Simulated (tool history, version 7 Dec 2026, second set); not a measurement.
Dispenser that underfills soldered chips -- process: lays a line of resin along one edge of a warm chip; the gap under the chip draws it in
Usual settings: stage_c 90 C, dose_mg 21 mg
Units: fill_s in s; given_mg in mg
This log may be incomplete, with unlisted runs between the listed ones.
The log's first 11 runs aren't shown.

| run | hour | stage_c | dose_mg | fill_s | given_mg |
|---|---|---|---|---|---|
|  | 97.3 | new syringe of resin |
| 12 | 106.5 | 90 | 21 | 77.6 | 20.39 |
|  | 108.3 | new syringe of resin |
| 13 | 112.7 | 90 | 26.5 | 65.5 | 25.67 |
|  | 119.4 | new syringe of resin |
| 14 | 123.1 | 90 | 26.5 | 64.1 | 25.76 |
| 15 | 128.8 | 90 | 26.5 | 73.1 | 25.63 |
|  | 130.6 | new syringe of resin |
| 16 | 138.3 | 90 | 26.5 | 70.9 | 25.67 |
|  | 141.9 | new syringe of resin |
| 17 | 146.6 | 90 | 26.5 | 65.9 | 25.61 |
|  | 153.8 | new syringe of resin |
|  | 154.8 | dispensing valve cleaned and set on the balance |
| 18 | 155.8 | 77 | 18.4 | 97.8 | 18.4 |
|  | 165.9 | new syringe of resin |
| 19 | 168.4 | 88 | 25.6 | 66.7 | 25.53 |
|  | 177.7 | new syringe of resin |
| 20 | 180.8 | 104 | 19.1 | 44 | 18.99 |
|  | 188.4 | new syringe of resin |
| 21 | 188.4 | 83 | 19.6 | 76.2 | 19.54 |
| 22 | 193.9 | 83 | 24.3 | 83.8 | 24.15 |
|  | 200 | new syringe of resin |
| 23 | 200.1 | 81 | 18.3 | 84.3 | 18.12 |
|  | 211.3 | new syringe of resin |
| 24 | 211.8 | 97 | 24.3 | 49.6 | 23.98 |
|  | 222.2 | new syringe of resin |
| 25 | 223.3 | 78 | 25.1 | 87.1 | 24.8 |
| 26 | 231.5 | 105 | 22.9 | 48.4 | 22.53 |
|  | 233.2 | new syringe of resin |
| 27 | 242.8 | 105 | 22.9 | 49.7 | 22.44 |
|  | 244.7 | new syringe of resin |
| 28 | 249.5 | 99 | 23.8 | 53.1 | 23.41 |
|  | 255.6 | new syringe of resin |
| 29 | 258.6 | 81 | 21 | 85.7 | 20.27 |
|  | 266.7 | new syringe of resin |
| 30 | 269.3 | 88 | 21.8 | 69.4 | 21.22 |
| 31 | 276.2 | 91 | 21.2 | 74.2 | 20.6 |
|  | 277.9 | new syringe of resin |
| 32 | 287.8 | 77 | 21.2 | 111.9 | 20.64 |
|  | 289.1 | new syringe of resin |
| 33 | 294 | 79 | 18.4 | 99.5 | 17.72 |
|  | 300.2 | new syringe of resin |
| 34 | 303.5 | 86 | 26.9 | 70 | 26.16 |

Predict each of these 3 candidate next runs independently; none follows another, all start after run 34:
|  | 311.2 | new syringe of resin |
| A | 312.1 | 93 | 21.1 | ? | ? |
|  | 311.2 | new syringe of resin |
| B | 312.1 | 91 | 26.2 | ? | ? |
|  | 311.2 | new syringe of resin |
| C | 312.1 | 94 | 21.6 | ? | ? |

| run | fill_s | given_mg |
|---|---|---|
| A | 55.6 | 20.43 |
| B | 56.9 | 25.4 |
| C | 52.9 | 20.79 |
Had the tool no hidden state, the same runs would have come out as:
| run | fill_s | given_mg |
|---|---|---|
| A | 56.5 | 21.17 |
| B | 58.3 | 26.32 |
| C | 53.8 | 21.54 |
